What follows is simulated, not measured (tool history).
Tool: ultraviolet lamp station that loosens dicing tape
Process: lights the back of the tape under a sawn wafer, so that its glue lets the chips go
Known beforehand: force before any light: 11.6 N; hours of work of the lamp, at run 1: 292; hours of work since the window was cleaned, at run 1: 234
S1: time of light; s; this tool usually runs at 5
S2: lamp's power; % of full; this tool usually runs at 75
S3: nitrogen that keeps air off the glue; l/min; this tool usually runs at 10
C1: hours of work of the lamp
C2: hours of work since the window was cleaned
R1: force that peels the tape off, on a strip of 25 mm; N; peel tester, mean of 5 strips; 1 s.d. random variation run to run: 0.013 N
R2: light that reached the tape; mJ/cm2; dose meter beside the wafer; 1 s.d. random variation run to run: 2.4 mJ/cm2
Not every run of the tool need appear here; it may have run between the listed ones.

run	hour	S1	S2	S3	C1	C2	R1	R2
1	0.0	5	75	10	292	234	0.584	256
2	41.0	5	75	10	320	262	0.583	256
3	65.9	5	75	10	337	279	0.592	255
4	106.4	5	75	10	364	307	0.594	257
5	125.7	5	75	10	378	320	0.591	255
6	160.7	5	74	10	401	344	0.618	251
7	194.5	5	74	10	425	367	0.615	249
8	227.6	5	99	10	447	390	0.322	334
9	268.2	5	99	10	475	417	0.320	332
10	309.6	5	99	10	503	446	0.335	341
11	341.3	8	99	10	525	467	0.199	536
12	369.2	5	80	12	544	486	0.453	270
13	392.6	9	80	3	560	502	0.389	482
14	419.7	4	63	5	578	521	2.241	175
15	449.7	3	73	3	599	541	3.362	147
# hour 481.3: window cleaned of glue's vapour
16	483.3	3	73	3	621	1	3.435	152
17	518.0	3	73	3	645	25	3.512	146
18	547.7	3	80	3	665	45	3.131	162
19	588.9	5	92	13	693	73	0.318	313
20	628.5	3	92	3	720	101	2.632	190
21	663.6	2	75	5	744	125	4.275	100
22	685.2	2	75	5	759	139	4.319	101

Forecast each of these 5 alternatives for the next run:
A	725.2	5	73	14	787	167	?	?
B	725.2	4	73	5	787	167	?	?
C	725.2	2	75	4	787	167	?	?
D	725.2	3	81	11	787	167	?	?
E	725.2	5	71	5	787	167	?	?

run	R1	R2
A	0.490	250
B	1.680	194
C	4.588	100
D	1.393	166
E	1.194	244
With no hidden state in the tool, these same runs would have given:
run	R1	R2
A	0.488	251
B	1.673	194
C	4.579	100
D	1.387	166
E	1.189	245
